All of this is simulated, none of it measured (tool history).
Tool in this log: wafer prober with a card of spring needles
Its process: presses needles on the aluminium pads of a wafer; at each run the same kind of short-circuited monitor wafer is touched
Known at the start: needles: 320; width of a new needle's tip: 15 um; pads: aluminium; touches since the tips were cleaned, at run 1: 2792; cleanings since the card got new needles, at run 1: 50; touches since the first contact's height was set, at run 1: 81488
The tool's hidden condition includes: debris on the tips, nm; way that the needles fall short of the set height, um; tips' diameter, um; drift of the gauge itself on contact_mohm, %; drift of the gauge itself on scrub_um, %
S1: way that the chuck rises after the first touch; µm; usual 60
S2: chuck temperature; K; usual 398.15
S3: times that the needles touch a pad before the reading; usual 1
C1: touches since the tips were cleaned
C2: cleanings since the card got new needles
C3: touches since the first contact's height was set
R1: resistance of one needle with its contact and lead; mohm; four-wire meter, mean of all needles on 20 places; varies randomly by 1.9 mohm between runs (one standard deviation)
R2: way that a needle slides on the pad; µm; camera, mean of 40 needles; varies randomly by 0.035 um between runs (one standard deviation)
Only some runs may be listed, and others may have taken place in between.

| run | hour | S1 | S2 | S3 | C1 | C2 | C3 | R1 | R2 |
|---|---|---|---|---|---|---|---|---|---|
| 1 | 0.0 | 60 | 398.15 | 1 | 2792 | 50 | 81488 | 248 | 14.48 |
|  | 6.8 | tips cleaned on abrasive film |
|  | 25.8 | tips cleaned on abrasive film |
| 2 | 33.0 | 60 | 398.15 | 1 | 2193 | 52 | 91407 | 240 | 14.44 |
|  | 43.7 | tips cleaned on abrasive film |
| 3 | 55.0 | 60 | 379.15 | 1 | 3431 | 53 | 98037 | 248 | 14.41 |
|  | 61.3 | tips cleaned on abrasive film |
|  | 78.1 | tips cleaned on abrasive film |
|  | 94.3 | tips cleaned on abrasive film |
| 4 | 102.4 | 60 | 379.15 | 1 | 2452 | 56 | 112276 | 255 | 14.32 |
|  | 111.8 | tips cleaned on abrasive film |
|  | 130.6 | tips cleaned on abrasive film |
| 5 | 143.5 | 60 | 379.15 | 1 | 3893 | 58 | 124628 | 266 | 14.28 |
|  | 149.2 | tips cleaned on abrasive film |
|  | 166.8 | tips cleaned on abrasive film |
|  | 182.7 | tips cleaned on abrasive film |
| 6 | 182.7 | 60 | 398.15 | 1 | 0 | 61 | 136401 | 208 | 14.22 |
|  | 199.6 | tips cleaned on abrasive film |
|  | 215.5 | tips cleaned on abrasive film |
|  | 231.0 | tips cleaned on abrasive film |
| 7 | 233.2 | 60 | 398.15 | 1 | 636 | 64 | 151554 | 220 | 14.19 |
|  | 247.2 | tips cleaned on abrasive film |
|  | 264.0 | tips cleaned on abrasive film |
| 8 | 276.4 | 72 | 398.15 | 1 | 3735 | 66 | 164555 | 240 | 17.11 |
|  | 280.3 | tips cleaned on abrasive film |
|  | 296.7 | tips cleaned on abrasive film |
| 9 | 299.6 | 72 | 398.15 | 1 | 888 | 68 | 171536 | 219 | 17.06 |
|  | 315.0 | tips cleaned on abrasive film |
|  | 332.8 | tips cleaned on abrasive film |
| 10 | 342.0 | 60 | 371.15 | 1 | 2795 | 70 | 184286 | 248 | 14.01 |
|  | 351.6 | tips cleaned on abrasive film |
|  | 367.7 | tips cleaned on abrasive film |
|  | 383.1 | tips cleaned on abrasive film |
| 11 | 383.3 | 60 | 371.15 | 1 | 40 | 73 | 196663 | 207 | 13.96 |
|  | 386.1 | height of the first contact set anew |
|  | 399.5 | tips cleaned on abrasive film |
|  | 415.5 | tips cleaned on abrasive film |
| 12 | 416.0 | 60 | 398.15 | 1 | 177 | 75 | 8986 | 213 | 14.78 |
|  | 433.5 | tips cleaned on abrasive film |
|  | 450.0 | tips cleaned on abrasive film |
| 13 | 463.4 | 60 | 398.15 | 1 | 4047 | 77 | 23228 | 264 | 14.74 |
|  | 466.7 | tips cleaned on abrasive film |
|  | 484.4 | tips cleaned on abrasive film |
|  | 501.0 | tips cleaned on abrasive film |
| 14 | 501.0 | 60 | 398.15 | 1 | 1 | 80 | 34531 | 211 | 14.64 |
|  | 519.1 | tips cleaned on abrasive film |
|  | 536.3 | tips cleaned on abrasive film |
| 15 | 549.3 | 58 | 327.15 | 1 | 3940 | 82 | 49071 | 264 | 14.03 |
|  | 552.5 | tips cleaned on abrasive film |
|  | 570.1 | tips cleaned on abrasive film |
| 16 | 581.8 | 41 | 327.15 | 1 | 3533 | 84 | 58833 | 316 | 9.91 |
|  | 588.6 | tips cleaned on abrasive film |
|  | 605.2 | tips cleaned on abrasive film |
|  | 623.0 | tips cleaned on abrasive film |
| 17 | 633.0 | 41 | 327.15 | 1 | 3024 | 87 | 74210 | 329 | 9.84 |
|  | 640.7 | tips cleaned on abrasive film |
|  | 656.2 | tips cleaned on abrasive film |
| 18 | 668.6 | 72 | 322.15 | 2 | 3761 | 89 | 84922 | 216 | 17.42 |
|  | 672.1 | tips cleaned on abrasive film |
|  | 688.0 | tips cleaned on abrasive film |
| 19 | 695.9 | 72 | 332.15 | 2 | 2389 | 91 | 93120 | 207 | 17.38 |
|  | 706.3 | tips cleaned on abrasive film |
|  | 722.6 | tips cleaned on abrasive film |
|  | 739.4 | tips cleaned on abrasive film |
| 20 | 743.4 | 50 | 333.15 | 1 | 1198 | 94 | 107368 | 249 | 11.85 |
|  | 755.5 | tips cleaned on abrasive film |
|  | 774.3 | tips cleaned on abrasive film |
|  | 789.8 | tips cleaned on abrasive film |
| 21 | 789.8 | 62 | 320.15 | 1 | 0 | 97 | 121314 | 195 | 14.72 |
|  | 808.1 | tips cleaned on abrasive film |
|  | 825.0 | tips cleaned on abrasive film |
| 22 | 829.6 | 41 | 369.15 | 1 | 1404 | 99 | 133300 | 283 | 9.51 |
|  | 840.5 | tips cleaned on abrasive film |
| 23 | 855.1 | 71 | 365.15 | 1 | 4414 | 100 | 140976 | 250 | 16.87 |
|  | 859.0 | tips cleaned on abrasive film |
|  | 875.6 | tips cleaned on abrasive film |
|  | 892.0 | tips cleaned on abrasive film |
| 24 | 894.0 | 74 | 348.15 | 2 | 627 | 103 | 152655 | 201 | 17.55 |
|  | 908.0 | tips cleaned on abrasive film |
| 25 | 920.1 | 74 | 348.15 | 2 | 3647 | 104 | 160505 | 220 | 17.58 |
|  | 924.0 | tips cleaned on abrasive film |
|  | 941.8 | tips cleaned on abrasive film |
| 26 | 941.8 | 60 | 312.15 | 1 | 0 | 106 | 166991 | 193 | 14.06 |
|  | 958.8 | tips cleaned on abrasive film |
|  | 977.8 | tips cleaned on abrasive film |
| 27 | 984.2 | 46 | 306.15 | 2 | 1928 | 108 | 179764 | 243 | 10.53 |
|  | 996.9 | tips cleaned on abrasive film |
| 28 | 1011.6 | 46 | 306.15 | 2 | 4429 | 109 | 188012 | 275 | 10.52 |

Across each entry between runs, compare the hidden state at the last listed run before it with the hidden state at the first listed run after it:
Run 1 -> run 2: tips cleaned on abrasive film (hour 6.8); tips cleaned on abrasive film (hour 25.8)
  debris on the tips, nm: 83.8 -> 73.3; way that the needles fall short of the set height, um: 1.37 -> 1.55; tips' diameter, um: 16.61 -> 16.68
  measured minus no-state result, R1: +45 -> +39 mohm; R2: -0.34 -> -0.38 µm
Run 2 -> run 3: tips cleaned on abrasive film (hour 43.7)
  debris on the tips, nm: 73.3 -> 96.1; way that the needles fall short of the set height, um: 1.55 -> 1.64; tips' diameter, um: 16.68 -> 16.71
  measured minus no-state result, R1: +39 -> +53 mohm; R2: -0.38 -> -0.41 µm
Run 3 -> run 4: tips cleaned on abrasive film (hour 61.3); tips cleaned on abrasive film (hour 78.1); tips cleaned on abrasive film (hour 94.3)
  debris on the tips, nm: 96.1 -> 93; way that the needles fall short of the set height, um: 1.64 -> 1.93; tips' diameter, um: 16.71 -> 16.81
  measured minus no-state result, R1: +53 -> +53 mohm; R2: -0.41 -> -0.47 µm
Run 4 -> run 5: tips cleaned on abrasive film (hour 111.8); tips cleaned on abrasive film (hour 130.6)
  debris on the tips, nm: 93 -> 112.9; way that the needles fall short of the set height, um: 1.93 -> 2.09; tips' diameter, um: 16.81 -> 16.87
  measured minus no-state result, R1: +53 -> +65 mohm; R2: -0.47 -> -0.52 µm
Run 5 -> run 6: tips cleaned on abrasive film (hour 149.2); tips cleaned on abrasive film (hour 166.8); tips cleaned on abrasive film (hour 182.7)
  debris on the tips, nm: 112.9 -> 9.5; way that the needles fall short of the set height, um: 2.09 -> 2.36; tips' diameter, um: 16.87 -> 16.96
  measured minus no-state result, R1: +65 -> +8 mohm; R2: -0.52 -> -0.59 µm
Run 6 -> run 7: tips cleaned on abrasive film (hour 199.6); tips cleaned on abrasive film (hour 215.5); tips cleaned on abrasive film (hour 231.0)
  debris on the tips, nm: 9.5 -> 28.6; way that the needles fall short of the set height, um: 2.36 -> 2.62; tips' diameter, um: 16.96 -> 17.05
  measured minus no-state result, R1: +8 -> +18 mohm; R2: -0.59 -> -0.65 µm
Run 7 -> run 8: tips cleaned on abrasive film (hour 247.2); tips cleaned on abrasive film (hour 264.0)
  debris on the tips, nm: 28.6 -> 105; way that the needles fall short of the set height, um: 2.62 -> 2.86; tips' diameter, um: 17.05 -> 17.14
  measured minus no-state result, R1: +18 -> +43 mohm; R2: -0.65 -> -0.71 µm
Run 8 -> run 9: tips cleaned on abrasive film (hour 280.3); tips cleaned on abrasive film (hour 296.7)
  debris on the tips, nm: 105 -> 45.4; way that the needles fall short of the set height, um: 2.86 -> 3.02; tips' diameter, um: 17.14 -> 17.19
  measured minus no-state result, R1: +43 -> +21 mohm; R2: -0.71 -> -0.74 µm
Run 9 -> run 10: tips cleaned on abrasive film (hour 315.0); tips cleaned on abrasive film (hour 332.8)
  debris on the tips, nm: 45.4 -> 81.5; way that the needles fall short of the set height, um: 3.02 -> 3.18; tips' diameter, um: 17.19 -> 17.25
  measured minus no-state result, R1: +21 -> +52 mohm; R2: -0.74 -> -0.78 µm
Run 10 -> run 11: tips cleaned on abrasive film (hour 351.6); tips cleaned on abrasive film (hour 367.7); tips cleaned on abrasive film (hour 383.1)
  debris on the tips, nm: 81.5 -> 11.2; way that the needles fall short of the set height, um: 3.18 -> 3.47; tips' diameter, um: 17.25 -> 17.35
  measured minus no-state result, R1: +52 -> +9 mohm; R2: -0.78 -> -0.85 µm
Run 11 -> run 12: height of the first contact set anew (hour 386.1); tips cleaned on abrasive film (hour 399.5); tips cleaned on abrasive film (hour 415.5)
  debris on the tips, nm: 11.2 -> 20.5; way that the needles fall short of the set height, um: 3.47 -> 0.23; tips' diameter, um: 17.35 -> 17.43
  measured minus no-state result, R1: +9 -> +13 mohm; R2: -0.85 -> -0.05 µm
Run 12 -> run 13: tips cleaned on abrasive film (hour 433.5); tips cleaned on abrasive film (hour 450.0)
  debris on the tips, nm: 20.5 -> 110.8; way that the needles fall short of the set height, um: 0.23 -> 0.45; tips' diameter, um: 17.43 -> 17.51
  measured minus no-state result, R1: +13 -> +62 mohm; R2: -0.05 -> -0.11 µm
Run 13 -> run 14: tips cleaned on abrasive film (hour 466.7); tips cleaned on abrasive film (hour 484.4); tips cleaned on abrasive film (hour 501.0)
  debris on the tips, nm: 110.8 -> 11.7; way that the needles fall short of the set height, um: 0.45 -> 0.68; tips' diameter, um: 17.51 -> 17.59
  measured minus no-state result, R1: +62 -> +9 mohm; R2: -0.11 -> -0.17 µm
Run 14 -> run 15: tips cleaned on abrasive film (hour 519.1); tips cleaned on abrasive film (hour 536.3)
  debris on the tips, nm: 11.7 -> 110; way that the needles fall short of the set height, um: 0.68 -> 0.88; tips' diameter, um: 17.59 -> 17.66
  measured minus no-state result, R1: +9 -> +76 mohm; R2: -0.17 -> -0.22 µm
Run 15 -> run 16: tips cleaned on abrasive film (hour 552.5); tips cleaned on abrasive film (hour 570.1)
  debris on the tips, nm: 110 -> 94.2; way that the needles fall short of the set height, um: 0.88 -> 1.08; tips' diameter, um: 17.66 -> 17.73
  measured minus no-state result, R1: +76 -> +125 mohm; R2: -0.22 -> -0.27 µm
Run 16 -> run 17: tips cleaned on abrasive film (hour 588.6); tips cleaned on abrasive film (hour 605.2); tips cleaned on abrasive film (hour 623.0)
  debris on the tips, nm: 94.2 -> 100.6; way that the needles fall short of the set height, um: 1.08 -> 1.35; tips' diameter, um: 17.73 -> 17.82
  measured minus no-state result, R1: +125 -> +137 mohm; R2: -0.27 -> -0.33 µm
Run 17 -> run 18: tips cleaned on abrasive film (hour 640.7); tips cleaned on abrasive film (hour 656.2)
  debris on the tips, nm: 100.6 -> 106.9; way that the needles fall short of the set height, um: 1.35 -> 1.56; tips' diameter, um: 17.82 -> 17.89
  measured minus no-state result, R1: +137 -> +32 mohm; R2: -0.33 -> -0.39 µm
Run 18 -> run 19: tips cleaned on abrasive film (hour 672.1); tips cleaned on abrasive film (hour 688.0)
  debris on the tips, nm: 106.9 -> 81.3; way that the needles fall short of the set height, um: 1.56 -> 1.74; tips' diameter, um: 17.89 -> 17.96
  measured minus no-state result, R1: +32 -> +24 mohm; R2: -0.39 -> -0.43 µm
Run 19 -> run 20: tips cleaned on abrasive film (hour 706.3); tips cleaned on abrasive film (hour 722.6); tips cleaned on abrasive film (hour 739.4)
  debris on the tips, nm: 81.3 -> 59.6; way that the needles fall short of the set height, um: 1.74 -> 2.06; tips' diameter, um: 17.96 -> 18.07
  measured minus no-state result, R1: +24 -> +59 mohm; R2: -0.43 -> -0.51 µm
Run 20 -> run 21: tips cleaned on abrasive film (hour 755.5); tips cleaned on abrasive film (hour 774.3); tips cleaned on abrasive film (hour 789.8)
  debris on the tips, nm: 59.6 -> 8.3; way that the needles fall short of the set height, um: 2.06 -> 2.33; tips' diameter, um: 18.07 -> 18.17
  measured minus no-state result, R1: +59 -> +8 mohm; R2: -0.51 -> -0.58 µm
Run 21 -> run 22: tips cleaned on abrasive film (hour 808.1); tips cleaned on abrasive film (hour 825.0)
  debris on the tips, nm: 8.3 -> 54.3; way that the needles fall short of the set height, um: 2.33 -> 2.55; tips' diameter, um: 18.17 -> 18.24
  measured minus no-state result, R1: +8 -> +80 mohm; R2: -0.58 -> -0.63 µm
Run 22 -> run 23: tips cleaned on abrasive film (hour 840.5)
  debris on the tips, nm: 54.3 -> 114.7; way that the needles fall short of the set height, um: 2.55 -> 2.64; tips' diameter, um: 18.24 -> 18.27
  measured minus no-state result, R1: +80 -> +57 mohm; R2: -0.63 -> -0.66 µm
Run 23 -> run 24: tips cleaned on abrasive film (hour 859.0); tips cleaned on abrasive film (hour 875.6); tips cleaned on abrasive film (hour 892.0)
  debris on the tips, nm: 114.7 -> 37.4; way that the needles fall short of the set height, um: 2.64 -> 2.93; tips' diameter, um: 18.27 -> 18.37
  measured minus no-state result, R1: +57 -> +13 mohm; R2: -0.66 -> -0.72 µm
Run 24 -> run 25: tips cleaned on abrasive film (hour 908.0)
  debris on the tips, nm: 37.4 -> 105.2; way that the needles fall short of the set height, um: 2.93 -> 3.01; tips' diameter, um: 18.37 -> 18.4
  measured minus no-state result, R1: +13 -> +31 mohm; R2: -0.72 -> -0.74 µm
Run 25 -> run 26: tips cleaned on abrasive film (hour 924.0); tips cleaned on abrasive film (hour 941.8)
  debris on the tips, nm: 105.2 -> 5.4; way that the needles fall short of the set height, um: 3.01 -> 3.16; tips' diameter, um: 18.4 -> 18.46
  measured minus no-state result, R1: +31 -> +7 mohm; R2: -0.74 -> -0.78 µm
Run 26 -> run 27: tips cleaned on abrasive film (hour 958.8); tips cleaned on abrasive film (hour 977.8)
  debris on the tips, nm: 5.4 -> 67.2; way that the needles fall short of the set height, um: 3.16 -> 3.37; tips' diameter, um: 18.46 -> 18.53
  measured minus no-state result, R1: +7 -> +56 mohm; R2: -0.78 -> -0.83 µm
Run 27 -> run 28: tips cleaned on abrasive film (hour 996.9)
  debris on the tips, nm: 67.2 -> 109.2; way that the needles fall short of the set height, um: 3.37 -> 3.47; tips' diameter, um: 18.53 -> 18.56
  measured minus no-state result, R1: +56 -> +89 mohm; R2: -0.83 -> -0.86 µm

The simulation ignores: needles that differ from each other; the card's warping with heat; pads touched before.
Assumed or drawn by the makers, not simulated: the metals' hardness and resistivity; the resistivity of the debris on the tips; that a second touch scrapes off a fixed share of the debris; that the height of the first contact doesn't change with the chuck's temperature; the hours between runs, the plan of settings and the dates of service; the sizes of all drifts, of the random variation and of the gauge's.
